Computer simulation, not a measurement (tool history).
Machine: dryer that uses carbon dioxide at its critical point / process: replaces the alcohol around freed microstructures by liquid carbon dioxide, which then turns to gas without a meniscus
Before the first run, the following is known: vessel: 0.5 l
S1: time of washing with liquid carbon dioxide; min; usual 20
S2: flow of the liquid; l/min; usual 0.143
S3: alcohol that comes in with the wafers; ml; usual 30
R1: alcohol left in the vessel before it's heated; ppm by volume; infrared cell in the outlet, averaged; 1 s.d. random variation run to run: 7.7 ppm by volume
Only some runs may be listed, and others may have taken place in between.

{"run": 1, "day": 0.0, "S1": 20, "S2": 0.143, "S3": 30, "R1": 479}
{"run": 2, "day": 0.458, "S1": 20, "S2": 0.143, "S3": 30, "R1": 487}
{"run": 3, "day": 0.85, "S1": 20, "S2": 0.143, "S3": 40, "R1": 685}
{"run": 4, "day": 1.304, "S1": 20, "S2": 0.143, "S3": 28, "R1": 466}
{"run": 5, "day": 1.862, "S1": 20, "S2": 0.087, "S3": 28, "R1": 2922}
{"run": 6, "day": 2.183, "S1": 23, "S2": 0.143, "S3": 30, "R1": 265}
{"run": 7, "day": 2.754, "S1": 23, "S2": 0.143, "S3": 30, "R1": 277}
{"run": 8, "day": 3.208, "S1": 23, "S2": 0.143, "S3": 30, "R1": 285}
{"run": 9, "day": 3.629, "S1": 20, "S2": 0.143, "S3": 30, "R1": 543}
{"run": 10, "day": 4.246, "S1": 20, "S2": 0.143, "S3": 30, "R1": 563}
{"run": 11, "day": 4.804, "S1": 20, "S2": 0.143, "S3": 30, "R1": 587}
{"run": 12, "day": 5.104, "S1": 20, "S2": 0.143, "S3": 30, "R1": 601}
{"run": 13, "day": 5.429, "S1": 20, "S2": 0.143, "S3": 30, "R1": 593}
{"run": 14, "day": 5.738, "S1": 20, "S2": 0.143, "S3": 30, "R1": 595}
{"run": 15, "day": 6.275, "S1": 20, "S2": 0.143, "S3": 30, "R1": 610}
{"run": 16, "day": 6.9, "S1": 18, "S2": 0.143, "S3": 30, "R1": 955}
{"run": 17, "day": 7.246, "S1": 20, "S2": 0.143, "S3": 34, "R1": 741}
{"run": 18, "day": 7.754, "S1": 20, "S2": 0.143, "S3": 34, "R1": 734}
{"run": 19, "day": 8.112, "S1": 20, "S2": 0.13, "S3": 21, "R1": 714}
{"run": 20, "day": 8.721, "S1": 21, "S2": 0.133, "S3": 21, "R1": 526}
{"run": 21, "day": 9.112, "S1": 24, "S2": 0.143, "S3": 46, "R1": 427}
{"run": 22, "day": 9.629, "S1": 18, "S2": 0.108, "S3": 30, "R1": 2782}
{"run": 23, "day": 10.033, "S1": 18, "S2": 0.108, "S3": 30, "R1": 2834}
{"run": 24, "day": 10.542, "S1": 20, "S2": 0.114, "S3": 30, "R1": 1724}
{"run": 25, "day": 11.212, "S1": 20, "S2": 0.114, "S3": 30, "R1": 1703}
{"run": 26, "day": 11.925, "S1": 16, "S2": 0.143, "S3": 63, "R1": 3781}
{"run": 27, "day": 12.538, "S1": 16, "S2": 0.143, "S3": 63, "R1": 3815}
{"run": 28, "day": 12.95, "S1": 16, "S2": 0.143, "S3": 63, "R1": 3840}
{"run": 29, "day": 13.504, "S1": 20, "S2": 0.101, "S3": 40, "R1": 3654}
{"run": 30, "day": 13.812, "S1": 15, "S2": 0.093, "S3": 58, "R1": 13449}
{"run": 31, "day": 14.233, "S1": 31, "S2": 0.13, "S3": 25, "R1": 141}
{"run": 32, "day": 14.758, "S1": 20, "S2": 0.191, "S3": 30, "R1": 241}
{"run": 33, "day": 15.125, "S1": 16, "S2": 0.155, "S3": 34, "R1": 1713}
{"run": 34, "day": 15.521, "S1": 16, "S2": 0.155, "S3": 34, "R1": 1745}
{"run": 35, "day": 15.95, "S1": 16, "S2": 0.155, "S3": 34, "R1": 1717}
{"run": 36, "day": 16.383, "S1": 16, "S2": 0.155, "S3": 34, "R1": 1748}

Selected run-to-run steps in R1, each split into two signed amounts: the part the tool would show with no hidden state at all (from settings, incoming material and random variation), and the remainder, which goes to the hidden state together with any gauge scatter not common to the measured and the hidden-state-free results:
Unlogged tool condition in this case: flow that reaches the vessel past the clogged filter, %; alcohol in the recycled carbon dioxide, ppm; drift of the gauge itself on alcohol_ppm, %.
Run 5 -> 6: S1 20 -> 23, S2 0.087 -> 0.143, S3 28 -> 30. R1 -2657 ppm by volume: hidden state -382, all else -2275.
Run 25 -> 26: S1 20 -> 16, S2 0.114 -> 0.143, S3 30 -> 63. R1 +2078 ppm by volume: hidden state +852, all else +1226.
Run 29 -> 30: S1 20 -> 15, S2 0.101 -> 0.093, S3 40 -> 58. R1 +9795 ppm by volume: hidden state +2544, all else +7251.
Run 30 -> 31: S1 15 -> 31, S2 0.093 -> 0.13, S3 58 -> 25. R1 -13308 ppm by volume: hidden state -3893, all else -9415.

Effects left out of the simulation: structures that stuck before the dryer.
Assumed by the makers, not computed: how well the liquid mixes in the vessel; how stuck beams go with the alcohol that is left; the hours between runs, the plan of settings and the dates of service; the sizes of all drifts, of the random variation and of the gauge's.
